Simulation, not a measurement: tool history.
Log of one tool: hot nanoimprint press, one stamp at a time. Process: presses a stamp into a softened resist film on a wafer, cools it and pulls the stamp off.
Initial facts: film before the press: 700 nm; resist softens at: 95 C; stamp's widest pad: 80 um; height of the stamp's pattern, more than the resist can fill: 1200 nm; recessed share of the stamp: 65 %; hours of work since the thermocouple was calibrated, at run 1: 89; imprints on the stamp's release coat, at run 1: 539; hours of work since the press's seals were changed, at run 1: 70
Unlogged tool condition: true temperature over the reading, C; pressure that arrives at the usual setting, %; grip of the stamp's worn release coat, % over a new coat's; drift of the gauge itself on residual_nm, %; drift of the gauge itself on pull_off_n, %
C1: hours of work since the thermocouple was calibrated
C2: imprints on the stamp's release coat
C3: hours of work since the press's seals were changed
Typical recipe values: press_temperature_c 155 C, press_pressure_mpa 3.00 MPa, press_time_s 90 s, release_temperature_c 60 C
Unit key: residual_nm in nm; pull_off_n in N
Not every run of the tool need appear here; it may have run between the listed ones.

Run 1, day 0.000: usual settings; C1 89; C2 539; C3 70. Result: residual_nm 397.1 nm, pull_off_n 150 N.
Run 2, day 0.679: usual settings; C1 98; C2 572; C3 79. Result: residual_nm 393.0 nm, pull_off_n 145 N.
Run 3, day 1.408: usual settings; C1 108; C2 607; C3 89. Result: residual_nm 395.4 nm, pull_off_n 145 N.
Run 4, day 1.967: usual settings; C1 115; C2 634; C3 96. Result: residual_nm 394.2 nm, pull_off_n 150 N.
Run 5, day 2.692: usual settings; C1 125; C2 669; C3 106. Result: residual_nm 395.2 nm, pull_off_n 150 N.
Run 6, day 3.446: usual settings; C1 135; C2 705; C3 116. Result: residual_nm 396.9 nm, pull_off_n 151 N.
Run 7, day 3.983: usual settings; C1 142; C2 731; C3 123. Result: residual_nm 397.8 nm, pull_off_n 158 N.
Run 8, day 4.617: usual settings but release_temperature_c 45 C; C1 150; C2 762; C3 131. Result: residual_nm 398.9 nm, pull_off_n 203 N.
Run 9, day 5.062: usual settings but release_temperature_c 45 C; C1 156; C2 784; C3 137. Result: residual_nm 399.2 nm, pull_off_n 201 N.
Run 10, day 5.621: usual settings but release_temperature_c 45 C; C1 164; C2 810; C3 144. Result: residual_nm 400.0 nm, pull_off_n 191 N.
Run 11, day 6.371: usual settings but release_temperature_c 45 C; C1 173; C2 847; C3 154. Result: residual_nm 397.8 nm, pull_off_n 206 N.
Run 12, day 6.992: usual settings but press_pressure_mpa 2.02 MPa, release_temperature_c 45 C; C1 182; C2 877; C3 163. Result: residual_nm 466.4 nm, pull_off_n 207 N.
Run 13, day 7.788: usual settings but press_time_s 55 s; C1 192; C2 915; C3 173. Result: residual_nm 459.0 nm, pull_off_n 157 N.
Run 14, day 8.212: usual settings but press_pressure_mpa 2.01 MPa; C1 198; C2 936; C3 179. Result: residual_nm 467.1 nm, pull_off_n 160 N.
Run 15, day 8.862: usual settings but release_temperature_c 61 C; C1 206; C2 967; C3 187. Result: residual_nm 401.3 nm, pull_off_n 157 N.
Run 16, day 9.283: usual settings but release_temperature_c 61 C; C1 212; C2 988; C3 193. Result: residual_nm 403.7 nm, pull_off_n 157 N.
At day 9.475: plate thermocouple calibrated.
Run 17, day 9.788: usual settings but press_time_s 102 s, release_temperature_c 56 C; C1 4; C2 1006; C3 198. Result: residual_nm 391.3 nm, pull_off_n 173 N.
Run 18, day 10.333: usual settings but press_time_s 102 s, release_temperature_c 56 C; C1 11; C2 1032; C3 205. Result: residual_nm 391.4 nm, pull_off_n 183 N.
Run 19, day 11.162: usual settings but press_time_s 102 s, release_temperature_c 56 C; C1 22; C2 1072; C3 216. Result: residual_nm 396.3 nm, pull_off_n 173 N.
Run 20, day 11.879: usual settings but press_temperature_c 158 C, press_pressure_mpa 2.62 MPa; C1 32; C2 1107; C3 225. Result: residual_nm 389.9 nm, pull_off_n 168 N.
Run 21, day 12.229: usual settings but press_temperature_c 158 C, press_pressure_mpa 3.96 MPa, press_time_s 73 s, release_temperature_c 55 C; C1 36; C2 1124; C3 230. Result: residual_nm 354.2 nm, pull_off_n 183 N.
Run 22, day 12.979: usual settings but press_temperature_c 156 C, press_pressure_mpa 4.57 MPa, press_time_s 60 s, release_temperature_c 58 C; C1 46; C2 1160; C3 240. Result: residual_nm 376.0 nm, pull_off_n 173 N.
At day 13.362: plate thermocouple calibrated, once more.
Run 23, day 13.654: usual settings but press_time_s 75 s; C1 4; C2 1187; C3 247. Result: residual_nm 417.3 nm, pull_off_n 168 N.
Run 24, day 14.454: usual settings but press_time_s 75 s; C1 14; C2 1225; C3 258. Result: residual_nm 414.6 nm, pull_off_n 167 N.
Run 25, day 15.088: usual settings but press_temperature_c 154 C, press_pressure_mpa 2.72 MPa; C1 23; C2 1256; C3 266. Result: residual_nm 419.4 nm, pull_off_n 165 N.
Run 26, day 15.883: usual settings but press_temperature_c 154 C, press_pressure_mpa 2.72 MPa; C1 33; C2 1294; C3 277. Result: residual_nm 423.7 nm, pull_off_n 178 N.
Run 27, day 16.733: usual settings but press_temperature_c 156 C, press_pressure_mpa 2.87 MPa, press_time_s 85 s, release_temperature_c 52 C; C1 44; C2 1336; C3 288. Result: residual_nm 399.7 nm, pull_off_n 196 N.
At day 17.329: stamp cleaned and given a new release coat.
Run 28, day 17.825: usual settings but press_temperature_c 146 C, press_pressure_mpa 2.87 MPa, press_time_s 45 s, release_temperature_c 52 C; C1 56; C2 24; C3 299. Result: residual_nm 588.9 nm, pull_off_n 149 N.
Run 29, day 18.671: usual settings but press_temperature_c 146 C, press_pressure_mpa 2.87 MPa, press_time_s 45 s, release_temperature_c 48 C; C1 67; C2 65; C3 310. Result: residual_nm 591.1 nm, pull_off_n 163 N.
Run 30, day 19.383: usual settings but press_temperature_c 146 C, press_pressure_mpa 1.85 MPa, press_time_s 45 s, release_temperature_c 63 C; C1 76; C2 99; C3 320. Result: residual_nm 629.2 nm, pull_off_n 128 N.

Predict each of these 4 candidate next runs independently; none follows another, all start after run 30:
Run A, day 20.112: usual settings but press_temperature_c 153 C, press_pressure_mpa 1.85 MPa, press_time_s 45 s; C1 86; C2 135; C3 329. Result: residual_nm ?, pull_off_n ?.
Run B, day 20.112: usual settings but press_temperature_c 146 C, press_pressure_mpa 2.93 MPa, press_time_s 45 s, release_temperature_c 63 C; C1 86; C2 135; C3 329. Result: residual_nm ?, pull_off_n ?.
Run C, day 20.112: usual settings but press_temperature_c 156 C, press_pressure_mpa 3.66 MPa, press_time_s 45 s, release_temperature_c 67 C; C1 86; C2 135; C3 329. Result: residual_nm ?, pull_off_n ?.
Run D, day 20.112: usual settings but press_temperature_c 161 C, press_pressure_mpa 2.53 MPa, release_temperature_c 46 C; C1 86; C2 135; C3 329. Result: residual_nm ?, pull_off_n ?.

run  residual_nm  pull_off_n
  A        574.9         140
  B        584.4         128
  C        442.6         121
  D        355.6         167
With no hidden state in the tool, these same runs would have given:
run  residual_nm  pull_off_n
  A        568.5         134
  B        577.0         123
  C        431.7         116
  D        347.1         161
